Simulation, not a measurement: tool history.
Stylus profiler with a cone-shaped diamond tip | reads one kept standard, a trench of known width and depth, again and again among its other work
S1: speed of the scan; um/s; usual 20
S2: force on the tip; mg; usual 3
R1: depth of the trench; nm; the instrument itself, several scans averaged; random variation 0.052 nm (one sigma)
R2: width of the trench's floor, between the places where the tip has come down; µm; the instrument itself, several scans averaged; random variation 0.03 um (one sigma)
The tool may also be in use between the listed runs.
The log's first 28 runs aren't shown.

run    hour  S1    S2      R1     R2
 29   900.1   7  1.38  100.14   17.7
 30     930   7  1.38  100.09  17.67
 31   963.7   9   4.9  101.19  17.69
 32  1010.9  24  4.89  101.22  17.62
 33  1044.2  24  4.89  101.22  17.62
 34  1087.7  24  4.89  101.07  17.62
 35    1124  20  7.49  101.72  17.62
 36  1166.3  20  7.49  101.67   17.7
 37  1204.8  12  2.26  100.46  17.67
 38  1238.3  14  2.26  100.32  17.57
 39  1262.2  14  2.26  100.41  17.61
 40  1307.9  14  2.26  100.36  17.59
 41  1333.9  14  2.26  100.35  17.56
 42  1380.9   8  8.61  101.91  17.69
 43  1407.2   5  5.19  101.16  17.69
 44  1445.2  50  2.77  100.45  17.56
 45  1478.2  50  2.77  100.55  17.49
     1515.7  -- height scale calibrated on a step standard
 46  1523.5  10  1.29   100.8  17.59

4 ways to go on from here, each from the tool as it stands after run 46. What would each give?
  A  1561.8  10  3.33   ?   ?
  B  1561.8  26     3   ?   ?
  C  1561.8   6     3   ?   ?
  D  1561.8  21     3   ?   ?

run      R1     R2
  A   101.4  17.55
  B  101.27  17.61
  C  101.35  17.62
  D  101.35  17.59
Without the tool's hidden state the same runs would have given:
run      R1     R2
  A   101.4  17.94
  B  101.27     18
  C  101.35  18.02
  D  101.35  17.98

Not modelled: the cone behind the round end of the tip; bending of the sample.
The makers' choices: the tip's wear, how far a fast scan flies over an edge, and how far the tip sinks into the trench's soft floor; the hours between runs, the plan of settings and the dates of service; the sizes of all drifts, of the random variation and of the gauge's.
